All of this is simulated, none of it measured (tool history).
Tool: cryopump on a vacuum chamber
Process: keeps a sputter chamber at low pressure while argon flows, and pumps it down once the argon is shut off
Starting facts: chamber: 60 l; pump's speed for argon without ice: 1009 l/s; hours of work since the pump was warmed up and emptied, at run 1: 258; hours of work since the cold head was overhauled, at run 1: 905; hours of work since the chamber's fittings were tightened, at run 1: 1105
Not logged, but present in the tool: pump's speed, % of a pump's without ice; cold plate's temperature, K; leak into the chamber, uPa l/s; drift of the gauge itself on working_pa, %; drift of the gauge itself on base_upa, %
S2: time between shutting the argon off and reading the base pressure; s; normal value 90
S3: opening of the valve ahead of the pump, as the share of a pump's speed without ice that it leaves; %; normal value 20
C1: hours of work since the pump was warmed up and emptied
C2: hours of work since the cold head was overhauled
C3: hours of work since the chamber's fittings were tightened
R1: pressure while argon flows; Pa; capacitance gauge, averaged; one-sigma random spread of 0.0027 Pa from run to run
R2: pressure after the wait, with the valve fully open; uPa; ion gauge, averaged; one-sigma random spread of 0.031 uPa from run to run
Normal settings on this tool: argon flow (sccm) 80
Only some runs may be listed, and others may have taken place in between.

run 1 hour=0 | argon_flow_(sccm)=80 S2=90 S3=20 | C1=258 C2=905 C3=1105 | R1=0.6843 R2=2.53
run 2 hour=18.4 | argon_flow_(sccm)=80 S2=90 S3=20 | C1=274 C2=921 C3=1120 | R1=0.6843 R2=2.62
run 3 hour=32.4 | argon_flow_(sccm)=80 S2=90 S3=30 | C1=286 C2=932 C3=1132 | R1=0.4635 R2=2.54
run 4 hour=56.4 | argon_flow_(sccm)=80 S2=32 S3=20 | C1=306 C2=952 C3=1152 | R1=0.6903 R2=5.02
run 5 hour=77 | argon_flow_(sccm)=80 S2=32 S3=20 | C1=323 C2=970 C3=1169 | R1=0.6865 R2=4.84
run 6 hour=99.4 | argon_flow_(sccm)=80 S2=32 S3=20 | C1=341 C2=988 C3=1188 | R1=0.6884 R2=4.92
run 7 hour=122.4 | argon_flow_(sccm)=80 S2=90 S3=20 | C1=361 C2=1008 C3=1207 | R1=0.689 R2=2.71
run 8 hour=134.3 | argon_flow_(sccm)=93 S2=90 S3=20 | C1=371 C2=1017 C3=1217 | R1=0.8016 R2=2.77
run 9 hour=158.1 | argon_flow_(sccm)=80 S2=22 S3=20 | C1=390 C2=1037 C3=1237 | R1=0.6899 R2=6.63
run 10 hour=182.5 | argon_flow_(sccm)=80 S2=90 S3=20 | C1=411 C2=1058 C3=1257 | R1=0.6958 R2=2.66
run 11 hour=198.8 | argon_flow_(sccm)=80 S2=90 S3=20 | C1=424 C2=1071 C3=1271 | R1=0.6933 R2=2.76
run 12 hour=217.6 | argon_flow_(sccm)=80 S2=90 S3=20 | C1=440 C2=1087 C3=1286 | R1=0.6965 R2=2.77
run 13 hour=244.5 | argon_flow_(sccm)=80 S2=90 S3=20 | C1=463 C2=1109 C3=1309 | R1=0.698 R2=2.89
run 14 hour=265.4 | argon_flow_(sccm)=80 S2=90 S3=20 | C1=480 C2=1127 C3=1326 | R1=0.702 R2=2.91
run 15 hour=282 | argon_flow_(sccm)=80 S2=90 S3=20 | C1=494 C2=1141 C3=1340 | R1=0.7012 R2=2.84
run 16 hour=301.1 | argon_flow_(sccm)=80 S2=90 S3=16 | C1=510 C2=1157 C3=1356 | R1=0.874 R2=2.89
run 17 hour=330.1 | argon_flow_(sccm)=80 S2=21 S3=20 | C1=534 C2=1181 C3=1380 | R1=0.708 R2=7.11
run 18 hour=350.4 | argon_flow_(sccm)=80 S2=21 S3=20 | C1=551 C2=1198 C3=1397 | R1=0.71 R2=7.22
run 19 hour=363.3 | argon_flow_(sccm)=43 S2=147 S3=26 | C1=562 C2=1209 C3=1408 | R1=0.2955 R2=2.46
run 20 hour=378.7 | argon_flow_(sccm)=153 S2=270 S3=20 | C1=574 C2=1221 C3=1421 | R1=1.354 R2=2.14
run 21 hour=399.1 | argon_flow_(sccm)=64 S2=90 S3=19 | C1=591 C2=1238 C3=1438 | R1=0.5969 R2=2.98
run 22 hour=418.4 | argon_flow_(sccm)=64 S2=90 S3=19 | C1=608 C2=1255 C3=1454 | R1=0.5964 R2=3.14

Forecast run 23:
-- hour=439.2 pump warmed up, emptied and cooled again
run 23 hour=452.7 | argon_flow_(sccm)=57 S2=125 S3=20 | C1=11 C2=1279 C3=1478 | R1=? R2=?

{"run 23": {"R1": 0.4783, "R2": 2.36}}
Minus the tool's unlogged condition, the same run would have read R1 0.4756 Pa, R2 1.21 uPa.

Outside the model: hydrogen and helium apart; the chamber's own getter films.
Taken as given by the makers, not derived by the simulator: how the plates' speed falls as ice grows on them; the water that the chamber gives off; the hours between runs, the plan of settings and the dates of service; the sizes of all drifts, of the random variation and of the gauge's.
